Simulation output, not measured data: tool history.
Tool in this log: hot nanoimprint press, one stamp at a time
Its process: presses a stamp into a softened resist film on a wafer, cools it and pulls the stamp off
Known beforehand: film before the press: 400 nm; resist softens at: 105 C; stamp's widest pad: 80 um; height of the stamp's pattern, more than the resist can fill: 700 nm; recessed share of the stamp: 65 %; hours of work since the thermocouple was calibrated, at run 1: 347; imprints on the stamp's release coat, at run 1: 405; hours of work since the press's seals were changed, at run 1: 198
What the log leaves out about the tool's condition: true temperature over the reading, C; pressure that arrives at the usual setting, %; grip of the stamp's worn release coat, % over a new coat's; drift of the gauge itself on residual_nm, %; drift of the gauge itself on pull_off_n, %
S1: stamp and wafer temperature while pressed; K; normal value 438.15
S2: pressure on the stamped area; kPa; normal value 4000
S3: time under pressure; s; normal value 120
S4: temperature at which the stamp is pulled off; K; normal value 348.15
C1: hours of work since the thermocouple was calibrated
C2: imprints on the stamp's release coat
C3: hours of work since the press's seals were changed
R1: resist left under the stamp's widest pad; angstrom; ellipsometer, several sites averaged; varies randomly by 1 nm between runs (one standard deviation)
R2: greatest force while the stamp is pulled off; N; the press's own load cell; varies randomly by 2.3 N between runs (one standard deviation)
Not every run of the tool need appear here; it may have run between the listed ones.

run,hour,S1,S2,S3,S4,C1,C2,C3,R1,R2
1,0,438.15,4000,120,348.15,347,405,198,1601,115
2,17.6,438.15,4000,120,348.15,360,443,210,1612,115
3,31.4,438.15,4000,120,348.15,369,473,220,1600,116
4,45.6,438.15,4000,120,348.15,379,503,230,1616,119
5,62.5,438.15,3580,120,348.15,391,539,242,1717,118
6,80.7,438.15,3580,120,348.15,404,578,255,1700,114
7,98.5,438.15,4000,135,348.15,417,617,268,1543,121
8,117.6,438.15,4000,135,348.15,430,658,281,1553,119
9,141.8,438.15,4000,109,348.15,448,710,299,1684,122
# hour 147: plate thermocouple calibrated
10,160,438.15,4000,109,348.15,9,742,309,1740,126
11,179.6,438.15,4000,109,348.15,23,784,323,1733,128
12,198.9,430.15,4170,81,344.15,37,826,337,2619,136
13,223.9,439.15,4350,143,344.15,55,879,355,1435,137
14,243.8,449.15,4000,86,334.15,69,922,369,1201,153
# hour 252.7: plate thermocouple calibrated, once more
15,257.4,447.15,2840,120,340.15,3,945,376,1224,143
16,269.8,447.15,2460,151,340.15,12,972,385,1204,144
17,282.8,438.15,2780,73,348.15,21,999,394,2181,127
18,302.4,436.15,4710,68,353.15,35,1042,408,1941,123
19,327.3,450.15,3430,68,353.15,53,1095,426,1283,122
20,339.6,433.15,3430,95,353.15,62,1121,435,2240,125
21,356,433.15,6100,95,354.15,73,1157,446,1767,126

Here are 4 independent what-if runs from the current tool condition. What would each one return?
A,378.7,426.15,4000,120,339.15,89,1205,462,?,?
B,378.7,448.15,4000,120,338.15,89,1205,462,?,?
C,378.7,433.15,6100,95,344.15,89,1205,462,?,?
D,378.7,447.15,2650,95,351.15,89,1205,462,?,?

run,R1,R2
A,2573,154
B,1020,161
C,1759,139
D,1436,129
Had the tool no hidden state, the same runs would have come out as:
run,R1,R2
A,2526,116
B,995,122
C,1708,105
D,1410,96
